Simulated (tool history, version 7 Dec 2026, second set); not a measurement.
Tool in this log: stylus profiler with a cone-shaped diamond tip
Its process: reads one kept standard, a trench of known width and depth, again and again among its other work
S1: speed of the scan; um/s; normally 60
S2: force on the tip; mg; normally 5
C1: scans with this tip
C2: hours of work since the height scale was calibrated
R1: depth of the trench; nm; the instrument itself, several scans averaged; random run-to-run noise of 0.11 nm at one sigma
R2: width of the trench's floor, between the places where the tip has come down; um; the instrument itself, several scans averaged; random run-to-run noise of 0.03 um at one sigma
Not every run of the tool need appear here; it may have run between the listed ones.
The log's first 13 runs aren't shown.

run   hour   S1     S2    C1   C2      R1     R2
 14  359.8   60   5.57  2775  384  202.97  46.74
 15  386.8   60   5.57  2900  401  202.86  46.81
 16  428.5  143      5  3092  428  202.55  46.46
 17  447.5  219      5  3180  440  202.64  46.15
 18  483.6  219      5  3347  463  202.63  46.13
 19  504.3   38    1.8  3442  476  201.03  46.69
 20    522   38    2.6  3524  488  201.58  46.71
 21  546.9  233   3.64  3639  504  202.08  45.93
 22  569.7  182      5  3744  518  202.49  46.29
 23  611.7   29   2.45  3938  545  201.47  46.71
 24  639.7   48   3.03  4068  563  201.81  46.62
 25  667.8   20  11.97  4197  581  205.08  46.79
 26  692.8   29   3.18  4313  597  201.59  46.69
 27  715.7   57  14.28  4419  612  205.41  46.71
 28  735.1   17   6.39  4508  624  203.13  46.75
 29    753   17   6.39  4591  635  202.87  46.76
 30  782.7   42   4.42  4728  654  202.22  46.63
 31  822.3   79   2.21  4910  680  201.16  46.33
 32  846.9   27   2.76  5024  695  201.45  46.66

Alternative continuations, all from the tool just after run 32; predict every row:
  A  886.5   32   9.78  5207  721   ?   ?
  B  886.5   34   2.28  5207  721   ?   ?
  C  886.5   59   4.86  5207  721   ?   ?
  D  886.5  101  10.14  5207  721   ?   ?

run      R1     R2
  A  204.15  46.67
  B  201.22  46.59
  C   202.3  46.52
  D  204.26  46.52
Had the tool no hidden state, the same runs would have come out as:
run      R1     R2
  A  204.74  47.12
  B   201.8  47.04
  C  202.88  46.96
  D  204.85  46.96

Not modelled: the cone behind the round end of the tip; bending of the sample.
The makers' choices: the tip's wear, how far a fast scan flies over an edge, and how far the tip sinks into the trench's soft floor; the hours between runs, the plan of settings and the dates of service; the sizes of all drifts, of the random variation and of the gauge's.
